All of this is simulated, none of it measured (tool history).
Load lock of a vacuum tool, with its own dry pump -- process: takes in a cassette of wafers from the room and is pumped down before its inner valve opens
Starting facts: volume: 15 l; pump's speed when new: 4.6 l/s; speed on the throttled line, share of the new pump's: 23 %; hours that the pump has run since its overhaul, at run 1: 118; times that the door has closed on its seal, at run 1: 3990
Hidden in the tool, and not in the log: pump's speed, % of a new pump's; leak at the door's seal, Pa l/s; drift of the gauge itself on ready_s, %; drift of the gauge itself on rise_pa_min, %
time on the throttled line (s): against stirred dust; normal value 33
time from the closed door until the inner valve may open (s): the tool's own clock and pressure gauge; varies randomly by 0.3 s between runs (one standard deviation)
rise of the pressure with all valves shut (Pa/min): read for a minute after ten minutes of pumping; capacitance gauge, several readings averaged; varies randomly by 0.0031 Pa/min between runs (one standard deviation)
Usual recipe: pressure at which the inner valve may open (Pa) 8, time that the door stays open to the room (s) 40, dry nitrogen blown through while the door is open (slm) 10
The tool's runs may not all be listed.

run,hour,time on the throttled line (s),pressure at which the inner valve may open (Pa),time that the door stays open to the room (s),dry nitrogen blown through while the door is open (slm),hours that the pump has run since its overhaul,times that the door has closed on its seal,"incoming humidity of the room's air, %",time from the closed door until the inner valve may open (s),rise of the pressure with all valves shut (Pa/min)
1,0.0,33,8,40,10,118,3990,45.0,56.6,0.088
2,82.3,33,12,40,10,200,4156,45.8,55.2,0.094
3,231.2,33,12,40,10,349,4457,46.6,55.2,0.096
4,342.1,33,12,40,10,460,4681,46.5,55.1,0.101
5,481.7,33,12,40,10,600,4963,46.5,55.8,0.093
6,633.4,33,12,40,10,751,5270,44.6,55.9,0.095
7,749.5,33,12,40,10,867,5504,46.3,55.7,0.093
8,841.6,33,8,211,10,959,5690,44.4,57.1,0.192
9,967.4,33,8,40,10,1085,5945,43.3,57.0,0.097
10,1034.3,33,8,40,10,1152,6080,46.0,56.6,0.096
11,1136.3,33,8,40,10,1254,6286,47.7,57.0,0.104
12,1272.8,33,8,40,10,1391,6562,48.2,57.7,0.112
13,1416.0,33,8,40,10,1534,6851,43.5,57.2,0.098
14,1490.1,33,8,40,10,1608,7001,45.1,57.5,0.106
15,1614.6,33,12,40,10,1732,7252,46.2,55.7,0.109
16,1686.6,33,12,40,10,1804,7398,42.3,56.0,0.104
17,1778.2,21,8,40,10,1896,7583,42.7,48.6,0.105
18,1839.8,33,8,40,10,1958,7707,45.2,57.4,0.108
19,1910.0,33,8,40,10,2028,7849,43.1,57.8,0.107
20,2033.7,33,9,45,10,2151,8099,45.1,57.3,0.113
21,2170.6,33,9,45,10,2288,8376,49.0,56.9,0.124
22,2242.0,33,9,45,10,2360,8520,43.5,56.9,0.117
23,2316.8,33,9,45,10,2435,8671,44.1,57.2,0.120
24,2429.7,17,10,31,13,2548,8899,46.5,45.2,0.103
25,2509.9,33,16,47,13,2628,9061,41.4,55.5,0.114
26,2638.0,33,16,47,13,2756,9320,46.1,55.4,0.118
27,2761.4,33,16,47,13,2879,9569,45.2,55.6,0.117
28,2881.8,33,11,47,13,3000,9813,45.3,57.6,0.116
29,2962.3,42,10,74,6,3080,9975,45.9,64.1,0.161
30,3046.6,33,8,47,37,3164,10146,43.5,58.7,0.101
31,3116.2,30,8,33,10,3234,10286,45.6,56.3,0.117
32,3239.7,30,8,33,10,3357,10536,41.0,55.9,0.109
33,3382.3,24,12,164,14,3500,10824,43.7,50.4,0.187
34,3485.7,18,10,40,10,3604,11033,43.3,46.4,0.125
35,3561.0,18,8,111,10,3679,11185,41.3,46.9,0.165
36,3643.9,18,10,112,10,3762,11352,40.4,46.2,0.164
37,3717.0,46,13,55,7,3835,11500,45.7,66.5,0.149

Consider 3 possible next runs. They are alternatives, not a sequence: every one starts from the tool as it was left by run 37. What does each give?
A,3799.8,22,9,40,42,3918,11668,43.6,?,?
B,3799.8,34,14,55,25,3918,11668,41.6,?,?
C,3799.8,46,13,55,7,3918,11668,45.0,?,?

run,time from the closed door until the inner valve may open (s),rise of the pressure with all valves shut (Pa/min)
A,50.1,0.104
B,57.0,0.119
C,66.6,0.144
Had the tool no hidden state, the same runs would have come out as:
run,time from the closed door until the inner valve may open (s),rise of the pressure with all valves shut (Pa/min)
A,47.9,0.052
B,55.2,0.066
C,65.0,0.091
